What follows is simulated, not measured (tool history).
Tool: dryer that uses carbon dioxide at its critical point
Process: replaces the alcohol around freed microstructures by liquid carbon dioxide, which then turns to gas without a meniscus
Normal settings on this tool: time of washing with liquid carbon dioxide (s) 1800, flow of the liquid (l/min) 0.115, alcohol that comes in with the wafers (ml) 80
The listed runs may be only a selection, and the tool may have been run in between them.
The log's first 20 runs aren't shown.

run     day  time of washing with liquid carbon dioxide (s)  flow of the liquid (l/min)  alcohol that comes in with the wafers (ml)  hours of work since the filter was changed  hours of work since the purifier's bed was changed  alcohol left in the vessel before it's heated (ppm by volume)
     12.696  -- inlet filter changed
 21  13.279                                            1800                       0.170                                          37                                           6                                                 520                                                             46
 22  13.767                                            1140                       0.170                                          37                                          12                                                 526                                                            300
 23  14.288                                            2760                       0.109                                          52                                          17                                                 531                                                             53
 24  15.038                                            1320                       0.119                                          54                                          26                                                 540                                                           1091
 25  15.758                                            1500                       0.078                                          22                                          34                                                 547                                                           1308
 26  16.712                                            1500                       0.078                                          22                                          44                                                 558                                                           1363
 27  17.183                                            2220                       0.115                                          44                                          49                                                 563                                                             85
 28  18.092                                            2700                       0.115                                         101                                          59                                                 573                                                             50
 29  18.829                                            1380                       0.105                                          37                                          67                                                 581                                                           1089
 30  19.783                                            2040                       0.108                                          58                                          78                                                 591                                                            226
 31  20.229                                            2040                       0.108                                          58                                          83                                                 596                                                            221
 32  20.783                                            1260                       0.115                                          43                                          89                                                 602                                                           1327
 33  21.388                                            2760                       0.115                                          43                                          95                                                 609                                                             52
 34  22.296                                            2760                       0.115                                          43                                         105                                                 619                                                             51
 35  23.196                                            1800                       0.100                                          53                                         115                                                 629                                                            638
 36  23.675                                            1560                       0.137                                          40                                         120                                                 634                                                            233
 37  24.371                                            1920                       0.188                                          33                                         128                                                 642                                                             33
 38  24.879                                            1920                       0.188                                          33                                         133                                                 647                                                             42
 39  25.562                                            2040                       0.085                                          70                                         141                                                 655                                                            951
 40  26.279                                            1140                       0.191                                          83                                         149                                                 663                                                            450
 41  27.108                                            1140                       0.191                                          83                                         158                                                 672                                                            480
 42  27.671                                            1140                       0.191                                          83                                         164                                                 678                                                            476

Predict each of these 3 candidate next runs independently; none follows another, all start after run 42:
  A  28.083                                            2040                       0.081                                          70                                         169                                                 682                                                              ?
  B  28.083                                            1800                       0.073                                          23                                         169                                                 682                                                              ?
  C  28.083                                            1080                       0.111                                          61                                         169                                                 682                                                              ?

run  alcohol left in the vessel before it's heated (ppm by volume)
  A                                                           1283
  B                                                           1073
  C                                                           4248
The same runs, with their run-to-run variation unchanged, on a tool lacking any hidden condition would have given:
run  alcohol left in the vessel before it's heated (ppm by volume)
  A                                                            896
  B                                                            794
  C                                                           3324
